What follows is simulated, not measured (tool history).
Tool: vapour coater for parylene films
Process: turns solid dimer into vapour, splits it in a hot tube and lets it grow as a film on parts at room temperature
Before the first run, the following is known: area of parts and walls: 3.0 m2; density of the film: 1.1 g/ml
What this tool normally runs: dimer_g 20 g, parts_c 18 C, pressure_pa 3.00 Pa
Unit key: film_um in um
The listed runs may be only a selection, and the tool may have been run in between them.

{"run": 1, "hour": 0.0, "dimer_g": 20, "parts_c": 18, "pressure_pa": 3.0, "film_um": 2.61}
{"run": 2, "hour": 8.6, "dimer_g": 20, "parts_c": 18, "pressure_pa": 3.0, "film_um": 2.62}
{"run": 3, "hour": 22.8, "dimer_g": 20, "parts_c": 18, "pressure_pa": 3.0, "film_um": 2.6}
{"run": 4, "hour": 33.8, "dimer_g": 20, "parts_c": 21, "pressure_pa": 3.0, "film_um": 2.42}
{"run": 5, "hour": 40.1, "dimer_g": 20, "parts_c": 21, "pressure_pa": 4.7, "film_um": 2.19}
{"run": 6, "hour": 54.1, "dimer_g": 30, "parts_c": 18, "pressure_pa": 3.0, "film_um": 3.84}
{"run": 7, "hour": 65.6, "dimer_g": 30, "parts_c": 18, "pressure_pa": 3.0, "film_um": 3.82}
{"run": 8, "hour": 80.5, "dimer_g": 33, "parts_c": 18, "pressure_pa": 3.0, "film_um": 4.15}
{"run": 9, "hour": 95.7, "dimer_g": 20, "parts_c": 18, "pressure_pa": 3.0, "film_um": 2.52}
{"run": 10, "hour": 105.1, "dimer_g": 20, "parts_c": 18, "pressure_pa": 3.0, "film_um": 2.49}
{"run": 11, "hour": 118.1, "dimer_g": 20, "parts_c": 18, "pressure_pa": 3.0, "film_um": 2.49}
{"run": 12, "hour": 133.2, "dimer_g": 20, "parts_c": 18, "pressure_pa": 3.0, "film_um": 2.48}
{"hour": 143.0, "done": "trap's valve overhauled"}
{"run": 13, "hour": 144.6, "dimer_g": 20, "parts_c": 18, "pressure_pa": 3.0, "film_um": 2.84}
{"run": 14, "hour": 155.8, "dimer_g": 20, "parts_c": 18, "pressure_pa": 3.0, "film_um": 2.85}
{"run": 15, "hour": 162.4, "dimer_g": 20, "parts_c": 18, "pressure_pa": 3.0, "film_um": 2.82}
{"run": 16, "hour": 169.6, "dimer_g": 20, "parts_c": 18, "pressure_pa": 3.0, "film_um": 2.87}
{"run": 17, "hour": 182.0, "dimer_g": 20, "parts_c": 18, "pressure_pa": 3.0, "film_um": 2.82}
{"run": 18, "hour": 196.3, "dimer_g": 20, "parts_c": 18, "pressure_pa": 3.0, "film_um": 2.79}
{"run": 19, "hour": 208.9, "dimer_g": 20, "parts_c": 18, "pressure_pa": 3.0, "film_um": 2.75}
{"run": 20, "hour": 216.7, "dimer_g": 20, "parts_c": 18, "pressure_pa": 3.0, "film_um": 2.76}
{"run": 21, "hour": 227.3, "dimer_g": 20, "parts_c": 18, "pressure_pa": 3.0, "film_um": 2.79}
{"run": 22, "hour": 240.2, "dimer_g": 20, "parts_c": 18, "pressure_pa": 3.0, "film_um": 2.74}
{"run": 23, "hour": 251.0, "dimer_g": 20, "parts_c": 18, "pressure_pa": 3.0, "film_um": 2.73}
{"run": 24, "hour": 263.3, "dimer_g": 20, "parts_c": 18, "pressure_pa": 5.85, "film_um": 2.54}
{"run": 25, "hour": 278.3, "dimer_g": 13, "parts_c": 18, "pressure_pa": 3.63, "film_um": 1.67}
{"run": 26, "hour": 289.8, "dimer_g": 9, "parts_c": 17, "pressure_pa": 2.36, "film_um": 1.3}
{"run": 27, "hour": 304.9, "dimer_g": 29, "parts_c": 17, "pressure_pa": 9.65, "film_um": 3.51}
{"run": 28, "hour": 319.4, "dimer_g": 18, "parts_c": 14, "pressure_pa": 7.92, "film_um": 2.41}
{"run": 29, "hour": 326.8, "dimer_g": 18, "parts_c": 14, "pressure_pa": 7.92, "film_um": 2.47}
{"run": 30, "hour": 342.0, "dimer_g": 20, "parts_c": 15, "pressure_pa": 3.0, "film_um": 2.91}
{"run": 31, "hour": 354.0, "dimer_g": 20, "parts_c": 15, "pressure_pa": 3.0, "film_um": 2.82}
{"run": 32, "hour": 367.5, "dimer_g": 18, "parts_c": 23, "pressure_pa": 2.01, "film_um": 2.12}
{"run": 33, "hour": 380.8, "dimer_g": 18, "parts_c": 23, "pressure_pa": 2.01, "film_um": 2.12}
{"run": 34, "hour": 388.1, "dimer_g": 16, "parts_c": 19, "pressure_pa": 4.21, "film_um": 1.92}
{"run": 35, "hour": 394.4, "dimer_g": 10, "parts_c": 27, "pressure_pa": 11.88, "film_um": 0.85}
{"run": 36, "hour": 401.4, "dimer_g": 32, "parts_c": 10, "pressure_pa": 8.15, "film_um": 4.69}
{"run": 37, "hour": 414.0, "dimer_g": 32, "parts_c": 10, "pressure_pa": 8.15, "film_um": 4.7}
{"run": 38, "hour": 427.0, "dimer_g": 20, "parts_c": 21, "pressure_pa": 3.0, "film_um": 2.31}
{"run": 39, "hour": 437.4, "dimer_g": 20, "parts_c": 21, "pressure_pa": 3.0, "film_um": 2.33}
{"run": 40, "hour": 449.7, "dimer_g": 20, "parts_c": 21, "pressure_pa": 3.0, "film_um": 2.3}
{"run": 41, "hour": 456.7, "dimer_g": 20, "parts_c": 12, "pressure_pa": 2.18, "film_um": 3.18}
{"run": 42, "hour": 466.2, "dimer_g": 20, "parts_c": 24, "pressure_pa": 9.53, "film_um": 1.81}
{"run": 43, "hour": 478.2, "dimer_g": 20, "parts_c": 24, "pressure_pa": 9.53, "film_um": 1.91}
{"run": 44, "hour": 492.9, "dimer_g": 20, "parts_c": 24, "pressure_pa": 9.53, "film_um": 1.83}
{"run": 45, "hour": 501.8, "dimer_g": 8, "parts_c": 12, "pressure_pa": 3.0, "film_um": 1.2}
{"hour": 513.1, "done": "trap's valve overhauled"}
{"run": 46, "hour": 519.9, "dimer_g": 8, "parts_c": 12, "pressure_pa": 3.0, "film_um": 1.35}
{"run": 47, "hour": 532.9, "dimer_g": 20, "parts_c": 24, "pressure_pa": 7.49, "film_um": 2.17}
{"run": 48, "hour": 546.1, "dimer_g": 20, "parts_c": 24, "pressure_pa": 7.49, "film_um": 2.12}

What if the next run were any one of these 3? Each begins from the tool's condition after run 48:
{"run": "A", "hour": 557.2, "dimer_g": 34, "parts_c": 15, "pressure_pa": 4.15, "film_um": "?"}
{"run": "B", "hour": 557.2, "dimer_g": 9, "parts_c": 25, "pressure_pa": 3.0, "film_um": "?"}
{"run": "C", "hour": 557.2, "dimer_g": 12, "parts_c": 14, "pressure_pa": 2.88, "film_um": "?"}

run=A film_um=5.03
run=B film_um=1.01
run=C film_um=1.89
With no hidden state in the tool, these same runs would have given:
run=A film_um=5.19
run=B film_um=1.05
run=C film_um=1.95
